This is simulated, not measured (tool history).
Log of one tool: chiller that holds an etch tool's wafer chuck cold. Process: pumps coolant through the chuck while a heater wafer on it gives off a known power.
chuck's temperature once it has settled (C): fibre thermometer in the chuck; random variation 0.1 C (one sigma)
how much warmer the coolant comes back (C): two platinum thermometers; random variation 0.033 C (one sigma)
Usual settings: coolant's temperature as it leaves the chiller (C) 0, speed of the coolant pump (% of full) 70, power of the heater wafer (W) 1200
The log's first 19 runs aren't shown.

run	hour	coolant's temperature as it leaves the chiller (C)	speed of the coolant pump (% of full)	power of the heater wafer (W)	chuck's temperature once it has settled (C)	how much warmer the coolant comes back (C)
# hour 1372.6: chiller's thermometer calibrated
20	1386.5	6	63	1200	20	4.52
21	1458.4	8	70	613	14.6	1.95
22	1527.2	-5	85	1200	5.8	3.21
# hour 1595.7: coolant changed, channels flushed
23	1624.3	-5	85	1200	5.8	3.17
24	1704.3	4	85	709	10.4	1.72
25	1758.4	4	85	709	10.3	1.78
26	1819.9	7	70	1064	18.3	3.47
27	1861.9	-5	62	699	3.2	2.54
# hour 1884.1: coolant pump overhauled
28	1933.2	-2	95	826	4.9	1.86
29	1998.3	7	80	1278	19.2	3.61
30	2098.4	7	80	1278	19.2	3.55

Forecast run 31:
31	2159.2	7	80	1278	?	?

Run 31 gave chuck's temperature once it has settled (C) 19.3, how much warmer the coolant comes back (C) 3.54.
Without the tool's hidden state the same run would have given chuck's temperature once it has settled (C) 19.3, how much warmer the coolant comes back (C) 3.85.
